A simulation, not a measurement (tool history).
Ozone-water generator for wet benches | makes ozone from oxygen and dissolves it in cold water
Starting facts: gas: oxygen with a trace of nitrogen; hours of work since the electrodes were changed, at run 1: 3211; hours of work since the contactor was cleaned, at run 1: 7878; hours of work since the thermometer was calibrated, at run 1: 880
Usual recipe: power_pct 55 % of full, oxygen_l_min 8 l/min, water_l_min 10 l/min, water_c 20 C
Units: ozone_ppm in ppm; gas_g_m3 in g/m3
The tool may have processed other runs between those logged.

| run | hour | power_pct | oxygen_l_min | water_l_min | water_c | hours of work since the electrodes were changed | hours of work since the contactor was cleaned | hours of work since the thermometer was calibrated | ozone_ppm | gas_g_m3 |
|---|---|---|---|---|---|---|---|---|---|---|
| 1 | 0 | 55 | 8 | 10 | 20 | 3211 | 7878 | 880 | 30.9 | 214 |
| 2 | 160.6 | 55 | 8 | 10 | 20 | 3358 | 8025 | 1027 | 30.8 | 213.9 |
| 3 | 325.9 | 55 | 8 | 10 | 20 | 3509 | 8177 | 1178 | 30.7 | 214.1 |
| 4 | 484.1 | 55 | 8 | 10 | 20 | 3654 | 8321 | 1323 | 30.4 | 214 |
| 5 | 571.3 | 55 | 8 | 10 | 20 | 3734 | 8401 | 1403 | 30.3 | 212.9 |
| 6 | 668.6 | 55 | 8 | 10 | 20 | 3823 | 8490 | 1492 | 30.2 | 214.9 |
| 7 | 815.7 | 55 | 8 | 10 | 20 | 3957 | 8625 | 1626 | 30.4 | 215.3 |
| 8 | 958.1 | 55 | 8 | 8 | 26 | 4088 | 8755 | 1757 | 29 | 210 |
| 9 | 1041.9 | 47 | 8 | 8 | 20 | 4164 | 8831 | 1833 | 30.2 | 187.6 |

Estimate the outcome of run 10 from the log above:
| 10 | 1133.3 | 61 | 8 | 10 | 20 | 4248 | 8915 | 1917 | ? | ? |

{"run 10": {"ozone_ppm": 32.1, "gas_g_m3": 229.1}}
Were there no unlogged condition in the tool, this run, its random variation unchanged, would have produced ozone_ppm 37.2 ppm, gas_g_m3 240.1 g/m3.

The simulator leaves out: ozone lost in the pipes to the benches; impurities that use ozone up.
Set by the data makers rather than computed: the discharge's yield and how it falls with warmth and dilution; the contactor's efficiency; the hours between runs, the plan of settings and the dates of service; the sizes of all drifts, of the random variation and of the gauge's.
